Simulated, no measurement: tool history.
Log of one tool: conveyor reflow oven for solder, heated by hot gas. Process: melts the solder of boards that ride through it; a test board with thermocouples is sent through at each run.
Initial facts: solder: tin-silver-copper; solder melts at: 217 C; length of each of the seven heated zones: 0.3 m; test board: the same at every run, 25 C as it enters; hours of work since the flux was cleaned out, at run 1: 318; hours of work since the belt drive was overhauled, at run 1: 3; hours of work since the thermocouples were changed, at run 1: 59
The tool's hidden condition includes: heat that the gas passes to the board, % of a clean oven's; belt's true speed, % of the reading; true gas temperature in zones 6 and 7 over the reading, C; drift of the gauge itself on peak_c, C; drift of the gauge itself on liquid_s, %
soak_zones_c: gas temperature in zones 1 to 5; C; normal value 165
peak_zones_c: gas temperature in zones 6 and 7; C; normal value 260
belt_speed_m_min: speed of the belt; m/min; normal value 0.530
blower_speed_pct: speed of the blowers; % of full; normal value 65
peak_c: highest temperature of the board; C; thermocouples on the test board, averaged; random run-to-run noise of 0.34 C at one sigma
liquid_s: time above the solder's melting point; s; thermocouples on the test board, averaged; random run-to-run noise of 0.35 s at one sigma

run,hour,soak_zones_c,peak_zones_c,belt_speed_m_min,blower_speed_pct,hours of work since the flux was cleaned out,hours of work since the belt drive was overhauled,hours of work since the thermocouples were changed,peak_c,liquid_s
1,0.0,165,260,0.530,65,318,3,59,245.6,44.2
2,8.0,165,260,0.530,65,322,7,63,245.4,44.1
3,12.3,165,260,0.530,65,324,9,65,245.6,44.8
4,18.7,165,260,0.530,65,327,12,68,245.2,44.2
5,23.7,165,260,0.530,65,329,14,70,246.0,44.3
6,32.3,165,260,0.530,65,333,18,74,245.8,44.3
7,36.9,165,260,0.530,65,335,20,77,245.6,44.4
8,44.7,165,260,0.530,65,339,24,80,246.3,44.2
9,53.6,170,260,0.530,65,343,28,85,246.7,46.7
10,57.6,162,260,0.530,65,345,30,86,245.3,43.2
11,66.7,165,260,0.530,86,349,35,91,250.5,48.7
12,74.0,165,260,0.530,86,353,38,94,250.2,49.4
13,78.7,165,260,0.530,65,355,40,96,245.9,44.9
14,84.5,165,260,0.530,65,358,43,99,246.3,43.9
15,90.8,165,260,0.530,65,361,46,102,245.9,44.1
16,97.0,165,260,0.530,65,364,49,105,245.9,44.5
17,105.0,172,250,0.565,64,368,53,109,235.9,34.9
18,111.8,172,250,0.565,64,371,56,112,236.0,35.1
19,120.6,172,252,0.429,84,375,60,116,246.7,63.7
20,129.5,165,259,0.530,62,379,64,121,244.7,42.7
21,137.0,162,263,0.520,65,383,68,124,248.5,46.0
22,143.8,162,263,0.520,65,386,71,127,248.5,46.4
23,151.2,164,253,0.443,88,390,75,131,247.7,58.6
24,155.9,165,260,0.530,56,392,77,133,243.4,41.1
25,163.5,171,260,0.530,75,395,80,137,249.1,49.4
26,168.8,179,264,0.528,53,398,83,139,248.1,49.7
27,173.1,179,257,0.626,87,400,85,141,245.9,41.7
28,182.1,179,257,0.626,87,404,89,146,245.4,41.3
29,190.4,179,257,0.626,87,408,93,149,245.4,41.7
30,194.5,166,273,0.549,79,410,95,151,260.1,51.0
31,202.8,166,273,0.549,79,414,99,155,260.1,51.4

Each row is a separate what-if for the run after 31, all from the same tool condition, not one after another. Results?
A,210.0,162,260,0.429,65,417,103,159,?,?
B,210.0,166,273,0.582,79,417,103,159,?,?
C,210.0,166,255,0.480,86,417,103,159,?,?

run,peak_c,liquid_s
A,250.4,60.1
B,258.3,47.4
C,247.8,54.0
With no hidden state in the tool, these same runs would have given:
run,peak_c,liquid_s
A,250.6,60.3
B,258.6,47.6
C,247.9,54.1
